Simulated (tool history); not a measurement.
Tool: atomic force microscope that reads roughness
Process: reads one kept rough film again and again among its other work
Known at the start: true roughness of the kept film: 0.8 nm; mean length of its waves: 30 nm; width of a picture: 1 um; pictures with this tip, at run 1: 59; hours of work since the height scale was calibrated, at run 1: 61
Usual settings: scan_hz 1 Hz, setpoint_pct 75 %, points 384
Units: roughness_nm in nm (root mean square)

run     day  scan_hz  setpoint_pct  points  pictures with this tip  hours of work since the height scale was calibrated  roughness_nm
  1       0        1            75     384                      59                                                   61         0.735
  2   0.312        1            75     384                      67                                                   66         0.734
  3   0.675        1            75     384                      76                                                   72         0.731
  4    1.15     0.97            75     384                      89                                                   81         0.728
  5   1.625      1.9            75     384                     101                                                   88         0.699
  6   2.017     1.99            75     384                     111                                                   95         0.689
  7   2.392     1.99            75     384                     120                                                  101         0.698
  8     2.8     1.99            75     384                     131                                                  108         0.691
  9   3.079        1            75     384                     138                                                  113         0.722
 10   3.446        1            75     384                     147                                                  119         0.721
 11   3.846        1            83     384                     157                                                  126         0.708
 12   4.117        1            83     384                     164                                                  130         0.709
 13   4.458        1            83     384                     173                                                  136         0.699
 14   4.821        1            83     384                     182                                                  142         0.697
 15   5.183        1            75     384                     192                                                  148          0.71
 16     5.4        1            75     384                     197                                                  152         0.719
 17   5.879        1            75     384                     209                                                  160          0.72
 18   6.262        1            75     384                     219                                                  166         0.708
      6.325  -- new tip fitted
 19   6.671        1            75     384                       9                                                  173         0.735
      6.746  -- height scale calibrated on a step standard
 20   7.179        1            66     384                      21                                                    7         0.754
 21   7.508        1            66     384                      29                                                   13         0.751
 22   7.733     0.75            66     384                      35                                                   17         0.745
 23   8.125     3.22            81     439                      45                                                   23          0.64
 24   8.462        1            80     710                      54                                                   29         0.726
 25   8.846        1            80     710                      64                                                   35          0.72
 26   9.192        1            80     710                      72                                                   41         0.731
        9.6  -- height scale calibrated on a step standard, once more
 27   9.667        1            80     710                      84                                                    1         0.724
 28  10.071        1            87     455                      94                                                    8         0.706
 29  10.433     0.69            75     746                     103                                                   14         0.747
 30  10.921     0.69            75     746                     116                                                   22          0.74
 31  11.429     0.69            83     899                     129                                                   31         0.727
 32  11.692     0.81            71     384                     135                                                   35         0.729
 33  12.162        1            86     384                     147                                                   43         0.701
 34  12.492     0.61            86     378                     156                                                   49         0.715
 35  12.733     0.61            86     378                     162                                                   53         0.717
 36  13.167     0.61            86     378                     173                                                   60         0.718
 37  13.538     1.27            86     807                     182                                                   66         0.688
 38  13.879        1            56     438                     191                                                   72          0.74
 39  14.179     2.03            59     418                     199                                                   77         0.715
 40  14.692     1.48            81     418                     212                                                   85         0.688
     15.025  -- new tip fitted
 41  15.092     1.48            62     562                       2                                                   92         0.748
 42  15.317     1.48            62     562                       7                                                   96         0.744

Some steps in roughness_nm between neighbouring runs. How much of each would the tool show without its hidden state too (settings, what came in, random variation), and how much is left for the hidden state, with any gauge scatter that isn't in both results?
The hidden state here: radius of the tip, nm; height scale over the true one, %; drift of the gauge itself on roughness_nm, %.
Run 18 -> 19: new tip fitted. roughness_nm +0.027 nm (root mean square): hidden state +0.024, all else +0.003.
Run 22 -> 23: scan_hz 0.75 -> 3.22, setpoint_pct 66 -> 81, points 384 -> 439. roughness_nm -0.105 nm (root mean square): hidden state +0.001, all else -0.106.
Run 23 -> 24: scan_hz 3.22 -> 1, setpoint_pct 81 -> 80, points 439 -> 710. roughness_nm +0.086 nm (root mean square): hidden state -0.003, all else +0.089.
Run 40 -> 41: setpoint_pct 81 -> 62, points 418 -> 562, new tip fitted. roughness_nm +0.06 nm (root mean square): hidden state +0.025, all else +0.035.
